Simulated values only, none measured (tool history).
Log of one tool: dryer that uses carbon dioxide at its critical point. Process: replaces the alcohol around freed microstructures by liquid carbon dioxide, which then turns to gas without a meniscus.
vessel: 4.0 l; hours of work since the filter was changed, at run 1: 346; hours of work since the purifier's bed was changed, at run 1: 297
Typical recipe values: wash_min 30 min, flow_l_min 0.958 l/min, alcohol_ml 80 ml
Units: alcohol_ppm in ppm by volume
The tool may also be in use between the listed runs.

| run | hour | wash_min | flow_l_min | alcohol_ml | hours of work since the filter was changed | hours of work since the purifier's bed was changed | alcohol_ppm |
|---|---|---|---|---|---|---|---|
| 1 | 0.0 | 30 | 0.958 | 80 | 346 | 297 | 186 |
| 2 | 26.1 | 29 | 0.958 | 80 | 361 | 311 | 218 |
| 3 | 55.6 | 30 | 0.958 | 33 | 377 | 328 | 152 |
| 4 | 72.3 | 30 | 0.958 | 33 | 386 | 337 | 165 |
|  | 75.1 | inlet filter changed |
| 5 | 95.7 | 30 | 0.958 | 33 | 11 | 349 | 140 |
| 6 | 125.6 | 30 | 0.958 | 80 | 28 | 366 | 173 |
| 7 | 149.3 | 30 | 0.958 | 56 | 41 | 379 | 163 |
| 8 | 165.5 | 30 | 0.958 | 56 | 50 | 388 | 164 |
| 9 | 196.1 | 30 | 0.958 | 28 | 67 | 404 | 166 |
| 10 | 212.9 | 29 | 0.958 | 80 | 76 | 414 | 198 |
| 11 | 235.4 | 30 | 0.958 | 80 | 88 | 426 | 189 |
| 12 | 253.8 | 30 | 0.958 | 80 | 98 | 436 | 203 |
| 13 | 283.2 | 21 | 0.958 | 80 | 115 | 452 | 424 |
| 14 | 315.7 | 21 | 0.958 | 80 | 132 | 470 | 441 |
| 15 | 348.1 | 21 | 0.958 | 80 | 150 | 488 | 449 |
| 16 | 364.9 | 30 | 0.958 | 80 | 160 | 497 | 228 |
| 17 | 379.6 | 30 | 0.958 | 80 | 168 | 505 | 225 |
| 18 | 407.4 | 30 | 0.958 | 80 | 183 | 521 | 255 |
| 19 | 435.6 | 37 | 0.958 | 80 | 198 | 536 | 205 |
| 20 | 463.4 | 37 | 0.958 | 80 | 214 | 552 | 219 |
| 21 | 478.3 | 30 | 0.803 | 80 | 222 | 560 | 355 |
| 22 | 510.2 | 25 | 0.958 | 80 | 240 | 577 | 355 |
| 23 | 525.2 | 25 | 0.958 | 80 | 248 | 586 | 353 |
| 24 | 539.7 | 20 | 0.958 | 80 | 256 | 594 | 600 |
| 25 | 573.0 | 25 | 0.903 | 64 | 274 | 612 | 380 |
| 26 | 600.8 | 22 | 1.618 | 88 | 289 | 627 | 245 |
| 27 | 626.3 | 30 | 1.455 | 80 | 303 | 641 | 236 |
| 28 | 649.3 | 22 | 0.588 | 80 | 316 | 654 | 1911 |
| 29 | 665.1 | 35 | 1.234 | 80 | 325 | 663 | 252 |
| 30 | 689.4 | 35 | 0.596 | 65 | 338 | 676 | 556 |
| 31 | 706.6 | 40 | 0.958 | 68 | 348 | 685 | 268 |
| 32 | 731.8 | 40 | 0.958 | 68 | 362 | 699 | 252 |
| 33 | 748.1 | 40 | 0.958 | 68 | 370 | 708 | 268 |
| 34 | 771.9 | 40 | 1.019 | 23 | 384 | 721 | 269 |
|  | 780.3 | inlet filter changed |
| 35 | 799.2 | 40 | 1.019 | 23 | 10 | 736 | 276 |
| 36 | 815.3 | 30 | 0.595 | 80 | 19 | 745 | 658 |
| 37 | 833.7 | 30 | 0.595 | 80 | 29 | 755 | 682 |
| 38 | 853.8 | 30 | 1.472 | 25 | 40 | 766 | 289 |
| 39 | 877.3 | 39 | 1.016 | 80 | 53 | 779 | 284 |
| 40 | 899.1 | 39 | 1.016 | 80 | 65 | 791 | 300 |
| 41 | 927.0 | 39 | 1.016 | 80 | 81 | 806 | 288 |
|  | 942.8 | purifier's bed changed |
| 42 | 947.9 | 41 | 1.201 | 80 | 91 | 3 | 0 |
| 43 | 977.5 | 41 | 1.201 | 80 | 107 | 19 | 14 |
| 44 | 997.0 | 41 | 1.201 | 80 | 118 | 30 | 14 |

Run 45 is up next; what results do you expect?
| 45 | 1017.7 | 44 | 0.597 | 32 | 129 | 41 | ? |

alcohol_ppm: 59 ppm by volume
Had the tool carried no hidden state, the very same run would have given alcohol_ppm 34 ppm by volume.
